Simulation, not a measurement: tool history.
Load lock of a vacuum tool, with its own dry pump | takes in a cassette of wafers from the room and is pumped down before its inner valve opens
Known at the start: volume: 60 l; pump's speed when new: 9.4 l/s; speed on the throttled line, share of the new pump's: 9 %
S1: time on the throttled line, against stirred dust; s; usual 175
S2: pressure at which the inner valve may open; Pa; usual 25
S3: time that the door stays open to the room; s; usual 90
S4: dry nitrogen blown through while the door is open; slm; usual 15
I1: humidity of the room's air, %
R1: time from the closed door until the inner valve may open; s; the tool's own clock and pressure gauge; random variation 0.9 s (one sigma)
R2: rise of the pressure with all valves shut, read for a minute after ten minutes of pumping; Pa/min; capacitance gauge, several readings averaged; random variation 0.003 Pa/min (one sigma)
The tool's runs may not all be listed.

run    hour   S1  S2   S3  S4    I1     R1     R2
  1     0.0  175  25   90  15  44.1  212.9  0.077
  2   176.1  175  25   90  15  43.5  214.4  0.072
  3   287.6  175  25   90  15  42.7  213.5  0.070
  4   441.8  175  25   90   9  45.2  212.7  0.081
  5   571.8  130  25   90  15  45.8  173.8  0.080
  6   720.7  130  25   90  15  45.5  172.5  0.081
  7   867.7  175  25   90  15  48.7  214.4  0.085
  8  1038.0  175  25   90  15  43.2  213.5  0.078
  9  1168.6  175  25   90  15  45.8  214.6  0.078
 10  1335.6  175  25   90  16  45.8  215.3  0.078
 11  1458.8  175  25   90  16  47.4  213.2  0.085
 12  1534.5  175  25   90  15  44.5  214.2  0.082
 13  1642.7  126  25   90   9  44.4  170.2  0.087
 14  1798.9  126  25   90   9  42.2  170.9  0.088
 15  1871.0  175  23   90   6  44.6  214.3  0.090
 16  2046.2  175  18  100   6  45.3  216.3  0.094
 17  2130.4  347  18   63   6  48.0  374.7  0.092
 18  2299.5  175  26   27  15  43.7  216.7  0.069
 19  2445.1  175  44   53  15  44.4  209.3  0.074
 20  2562.4  175  44  145  15  42.1  211.6  0.099
 21  2681.2  249  49  108   5  43.9  279.0  0.098
 22  2797.6  249  36  108   4  47.8  280.5  0.110
 23  2905.4  201  36  108  34  44.2  235.5  0.083

Forecast each of these 5 alternatives for the next run:
  A  3021.3  175  49  158  18  45.9   ?   ?
  B  3021.3  175  25   90  24  43.5   ?   ?
  C  3021.3  284  20  108  12  40.8   ?   ?
  D  3021.3  103  36  108  34  43.3   ?   ?
  E  3021.3  201  21   68  23  44.1   ?   ?

run     R1     R2
  A  210.7  0.110
  B  215.7  0.082
  C  315.2  0.096
  D  148.1  0.084
  E  239.5  0.079
Without the tool's hidden state the same runs would have given:
run     R1     R2
  A  209.4  0.053
  B  214.2  0.025
  C  314.1  0.038
  D  146.4  0.028
  E  238.0  0.022
